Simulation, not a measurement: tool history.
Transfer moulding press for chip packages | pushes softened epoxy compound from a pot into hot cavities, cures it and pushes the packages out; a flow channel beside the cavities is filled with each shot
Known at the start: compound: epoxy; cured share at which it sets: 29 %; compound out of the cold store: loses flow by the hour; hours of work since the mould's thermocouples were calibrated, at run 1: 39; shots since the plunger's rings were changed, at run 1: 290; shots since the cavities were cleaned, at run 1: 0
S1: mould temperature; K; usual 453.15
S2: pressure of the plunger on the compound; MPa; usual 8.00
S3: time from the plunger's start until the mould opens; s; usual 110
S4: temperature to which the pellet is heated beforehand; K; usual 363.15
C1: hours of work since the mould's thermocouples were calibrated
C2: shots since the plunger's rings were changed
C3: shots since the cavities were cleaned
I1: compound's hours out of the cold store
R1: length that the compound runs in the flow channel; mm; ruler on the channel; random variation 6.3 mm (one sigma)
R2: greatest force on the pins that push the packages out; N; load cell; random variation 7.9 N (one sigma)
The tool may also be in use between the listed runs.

| run | hour | S1 | S2 | S3 | S4 | C1 | C2 | C3 | I1 | R1 | R2 |
|---|---|---|---|---|---|---|---|---|---|---|---|
| 1 | 0.0 | 453.15 | 8.00 | 110 | 363.15 | 39 | 290 | 0 | 12.3 | 752 | 349 |
| 2 | 27.7 | 453.15 | 8.00 | 110 | 363.15 | 58 | 621 | 331 | 18.5 | 738 | 607 |
|  | 48.3 | cavities cleaned with cleaning compound and waxed |
| 3 | 56.1 | 453.15 | 8.00 | 110 | 358.15 | 76 | 943 | 93 | 15.0 | 750 | 451 |
| 4 | 82.9 | 446.15 | 8.00 | 110 | 358.15 | 94 | 1264 | 414 | 14.6 | 775 | 996 |
|  | 97.0 | cavities cleaned with cleaning compound and waxed |
| 5 | 100.1 | 453.15 | 8.00 | 114 | 363.15 | 104 | 1452 | 38 | 8.3 | 759 | 370 |
| 6 | 115.9 | 453.15 | 8.00 | 114 | 363.15 | 115 | 1640 | 226 | 16.1 | 726 | 513 |
| 7 | 134.5 | 448.15 | 8.00 | 110 | 363.15 | 127 | 1863 | 449 | 30.9 | 689 | 829 |
|  | 143.7 | cavities cleaned with cleaning compound and waxed |
| 8 | 151.1 | 448.15 | 8.00 | 110 | 363.15 | 138 | 2044 | 88 | 47.6 | 658 | 558 |
| 9 | 167.9 | 453.15 | 8.00 | 110 | 363.15 | 149 | 2245 | 289 | 27.6 | 701 | 566 |
|  | 190.3 | cavities cleaned with cleaning compound and waxed |
| 10 | 196.9 | 453.15 | 8.00 | 150 | 363.15 | 168 | 2574 | 78 | 30.6 | 687 | 330 |
| 11 | 224.4 | 453.15 | 8.00 | 113 | 363.15 | 186 | 2904 | 408 | 20.5 | 703 | 608 |
|  | 236.8 | cavities cleaned with cleaning compound and waxed |
| 12 | 250.8 | 447.15 | 8.00 | 113 | 363.15 | 203 | 3201 | 168 | 31.9 | 686 | 647 |
| 13 | 270.6 | 447.15 | 8.00 | 113 | 363.15 | 216 | 3438 | 405 | 26.5 | 704 | 810 |
|  | 284.5 | cavities cleaned with cleaning compound and waxed |
| 14 | 289.8 | 446.15 | 8.00 | 110 | 363.15 | 228 | 3650 | 64 | 42.8 | 653 | 584 |
| 15 | 303.6 | 448.15 | 8.85 | 106 | 357.15 | 237 | 3816 | 230 | 43.5 | 682 | 761 |
| 16 | 324.9 | 448.15 | 8.85 | 106 | 357.15 | 252 | 4071 | 485 | 40.9 | 677 | 894 |
|  | 330.9 | cavities cleaned with cleaning compound and waxed |
| 17 | 339.9 | 448.15 | 8.85 | 106 | 357.15 | 261 | 4232 | 108 | 37.6 | 694 | 632 |
| 18 | 372.8 | 451.15 | 8.36 | 102 | 371.15 | 283 | 4626 | 502 | 35.9 | 657 | 783 |
|  | 378.6 | cavities cleaned with cleaning compound and waxed |
| 19 | 406.4 | 456.15 | 8.00 | 98 | 367.15 | 305 | 5009 | 332 | 18.0 | 674 | 609 |
|  | 425.5 | cavities cleaned with cleaning compound and waxed |
| 20 | 439.3 | 456.15 | 8.00 | 142 | 359.15 | 326 | 5385 | 165 | 35.0 | 619 | 403 |
| 21 | 457.1 | 459.15 | 7.86 | 93 | 371.15 | 338 | 5598 | 378 | 23.8 | 634 | 595 |
|  | 472.0 | cavities cleaned with cleaning compound and waxed |
| 22 | 472.0 | 461.15 | 6.60 | 132 | 361.15 | 347 | 5759 | 0 | 26.9 | 565 | 269 |
|  | 481.5 | plunger's sealing rings changed |
| 23 | 501.8 | 461.15 | 6.60 | 132 | 361.15 | 365 | 243 | 327 | 29.9 | 618 | 441 |
|  | 521.2 | cavities cleaned with cleaning compound and waxed |
| 24 | 526.4 | 461.15 | 7.43 | 148 | 367.15 | 381 | 519 | 63 | 10.2 | 701 | 320 |
| 25 | 557.0 | 446.15 | 8.11 | 148 | 369.15 | 401 | 885 | 429 | 41.1 | 692 | 550 |
|  | 568.6 | cavities cleaned with cleaning compound and waxed |
| 26 | 578.5 | 446.15 | 8.11 | 148 | 369.15 | 415 | 1124 | 118 | 43.5 | 687 | 415 |
| 27 | 601.2 | 446.15 | 8.11 | 148 | 369.15 | 430 | 1396 | 390 | 47.6 | 683 | 538 |
|  | 615.8 | cavities cleaned with cleaning compound and waxed |
| 28 | 634.0 | 446.15 | 8.11 | 148 | 369.15 | 451 | 1771 | 218 | 22.4 | 734 | 478 |

Some steps in R1 between neighbouring runs. How much of each would the tool show without its hidden state too (settings, what came in, random variation), and how much is left for the hidden state, with any gauge scatter that isn't in both results?
The hidden state here: true mould temperature over the reading, C; pressure that reaches the compound, % of what is set; grip of the stained cavities, % over clean ones'; drift of the gauge itself on flow_mm, %; drift of the gauge itself on push_out_n, %.
Run 18 -> 19: S1 451.15 -> 456.15, S2 8.36 -> 8.00, S3 102 -> 98, S4 371.15 -> 367.15, cavities cleaned with cleaning compound and waxed. R1 +17 mm: hidden state -8, all else +25.
Run 21 -> 22: S1 459.15 -> 461.15, S2 7.86 -> 6.60, S3 93 -> 132, S4 371.15 -> 361.15, cavities cleaned with cleaning compound and waxed. R1 -69 mm: hidden state +6, all else -75.
Run 22 -> 23: plunger's sealing rings changed. R1 +53 mm: hidden state +65, all else -12.
Run 23 -> 24: S2 6.60 -> 7.43, S3 132 -> 148, S4 361.15 -> 367.15, cavities cleaned with cleaning compound and waxed. R1 +83 mm: hidden state -4, all else +87.
